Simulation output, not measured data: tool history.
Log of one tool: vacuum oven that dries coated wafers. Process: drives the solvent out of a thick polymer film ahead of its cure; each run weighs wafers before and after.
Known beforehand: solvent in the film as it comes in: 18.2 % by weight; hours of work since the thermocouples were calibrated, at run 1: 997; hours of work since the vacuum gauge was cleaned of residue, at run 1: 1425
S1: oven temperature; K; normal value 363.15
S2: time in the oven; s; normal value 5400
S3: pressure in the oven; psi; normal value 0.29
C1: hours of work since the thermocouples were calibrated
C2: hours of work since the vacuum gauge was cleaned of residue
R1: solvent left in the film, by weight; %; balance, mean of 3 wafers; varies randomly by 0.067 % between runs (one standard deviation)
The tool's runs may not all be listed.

run    hour      S1    S2     S3    C1    C2     R1
  1       0  363.15  5400   0.29   997  1425   4.37
  2      76  363.15  5400   0.29  1055  1483   4.48
         97  -- oven's thermocouples calibrated
  3     155  363.15  5400   0.29    44  1542   4.52
  4   211.2  363.15  5400   0.29    87  1585   4.46
  5   261.3  363.15  5400   0.29   126  1623   4.46
  6     313  363.15  5400   0.29   165  1663   4.58
  7   388.4  363.15  5400   0.29   223  1720   4.57
  8   446.1  361.15  5400   0.29   267  1765   5.28
  9   529.7  363.15  5400   0.29   331  1828   4.55
 10   582.3  363.15  5400   0.29   371  1869   4.43
 11   645.4  363.15  5400   0.29   419  1917   4.42
 12     701  363.15  5400   0.29   462  1959   4.56
 13   790.2  363.15  5400   0.29   530  2028   4.55
 14   870.6  374.15  5400   0.29   591  2089   1.89
 15   938.7  374.15  5400   0.29   643  2141   1.85
 16   981.6  373.15  5400   0.29   676  2174   2.04
 17  1025.4  373.15  5400   0.29   710  2207   2.07
 18  1084.9  363.15  5400   0.29   755  2253   4.52
 19    1165  356.15  5400   0.29   816  2314   7.12
 20  1237.1  363.15  5400    0.2   871  2369   3.93
 21  1315.3  363.15  5400    0.2   931  2429   3.96
 22  1356.3  363.15  5400    0.2   962  2460   3.97
 23  1412.3  363.15  5400    0.2  1005  2503   3.97
 24  1466.7  363.15  5400    0.2  1047  2545   3.88
     1496.3  -- oven's thermocouples calibrated
 25  1533.7  363.15  6240  0.579    29  2594   5.76
 26  1604.1  356.15  6240  0.213    82  2648   6.12
 27  1658.6  356.15  6240  0.213   124  2690   5.95
 28  1729.2  363.15  6360  0.386   178  2744   4.52
 29  1799.1  363.15  6360  0.386   231  2797    4.5
 30  1847.6  363.15  6360  0.386   268  2834   4.54
 31  1911.8  365.15  8520  0.386   318  2883   3.16
 32  1970.6  363.15  2760   0.29   362  2928   7.53
     1978.5  -- vacuum gauge cleaned of residue and calibrated
 33  2029.7  375.15  8220   0.29   406    39   1.34
 34  2096.7  363.15  3720  0.864   458    90   9.37
 35  2151.6  363.15  3720  0.864   500   132   9.32
 36  2223.4  363.15  8400  0.864   555   187   7.02
 37  2289.5  356.15  6180  0.399   605   238   7.42
 38  2338.7  356.15  6180  0.893   643   275  10.86
 39  2415.9  356.15  6180  0.893   702   334  10.78
 40  2485.1  351.15  4440  0.215   755   387   9.57
 41  2546.1  351.15  4440  0.215   801   434   9.48
 42  2604.6  378.15  5400  0.448   846   479   1.96
 43  2650.7  378.15  5400  0.683   881   514   3.02
 44  2712.2  378.15  4140  0.148   928   561   1.11
 45    2765  378.15  4140  0.148   968   601   1.05

Predict each of these 4 candidate next runs independently; none follows another, all start after run 45:
  A  2826.5  375.15  4140  0.761  1015  648   ?
  B  2826.5  378.15  4140  0.418  1015  648   ?
  C  2826.5  363.15  5400  0.216  1015  648   ?
  D  2826.5  363.15  5100   0.29  1015  648   ?

run    R1
  A  4.24
  B  2.12
  C  4.19
  D  4.84
Without the tool's unlogged condition, the same runs would have read:
run    R1
  A  4.24
  B  2.11
  C  4.18
  D  4.83
